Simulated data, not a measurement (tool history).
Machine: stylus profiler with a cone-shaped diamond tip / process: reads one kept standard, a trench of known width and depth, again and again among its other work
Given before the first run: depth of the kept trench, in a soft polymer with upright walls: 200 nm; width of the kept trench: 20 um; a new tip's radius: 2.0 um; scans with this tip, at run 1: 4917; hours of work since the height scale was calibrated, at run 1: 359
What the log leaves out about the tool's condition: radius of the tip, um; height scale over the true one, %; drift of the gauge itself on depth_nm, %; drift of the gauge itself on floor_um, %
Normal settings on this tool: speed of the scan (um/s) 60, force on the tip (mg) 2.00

run,hour,speed of the scan (um/s),force on the tip (mg),scans with this tip,hours of work since the height scale was calibrated,depth of the trench (angstrom),width of the trench's floor (um)
1,0.0,60,2.00,4917,359,2022.0,17.88
2,9.3,60,2.00,5010,366,2020.9,17.82
3,22.8,60,2.00,5146,376,2021.5,17.88
4,32.7,60,2.00,5246,383,2022.4,17.91
5,52.4,60,2.43,5445,398,2024.9,17.87
6,66.8,60,2.43,5589,408,2024.4,17.88
7,81.1,60,2.00,5733,419,2021.1,17.87
8,89.6,60,2.00,5819,425,2021.3,17.85
9,109.0,60,2.00,6014,439,2021.7,17.82
10,126.1,60,2.00,6186,452,2020.0,17.86
11,143.6,60,2.00,6361,465,2020.8,17.81
12,164.2,60,2.00,6570,480,2020.2,17.72
13,173.8,60,2.00,6666,487,2020.5,17.75
14,184.5,18,2.00,6773,495,2020.0,17.84
15,193.0,36,2.00,6859,501,2022.6,17.85
16,212.1,36,2.00,7051,515,2019.0,17.87
17,221.9,36,2.00,7149,522,2020.5,17.83
18,231.9,60,2.00,7251,529,2019.8,17.72
19,246.8,73,2.00,7400,540,2020.4,17.70
20,264.2,73,2.00,7575,553,2021.3,17.66
21,282.6,66,1.54,7760,567,2016.1,17.69
22,302.1,65,2.79,7957,581,2025.6,17.73
23,322.0,65,2.79,8156,596,2024.8,17.74
24,341.2,65,2.79,8350,610,2027.1,17.70
25,358.0,65,2.79,8518,622,2024.4,17.71
26,376.1,65,2.79,8701,635,2025.2,17.77
27,391.4,68,1.25,8855,647,2012.5,17.67
28,410.7,68,1.25,9049,661,2014.1,17.58
29,431.5,66,5.68,9258,676,2044.1,17.74
30,451.5,66,5.68,9459,691,2042.8,17.73
31,462.0,22,3.28,9565,699,2027.2,17.76
32,478.7,33,0.99,9733,711,2008.8,17.67

Run 33 comes next. What will it give?
33,498.4,26,1.18,9932,725,?,?

Run 33 yielded depth of the trench (angstrom) 2011.1, width of the trench's floor (um) 17.73.
The same run, on a tool lacking any hidden state, would have yielded depth of the trench (angstrom) 2017.2, width of the trench's floor (um) 18.19.
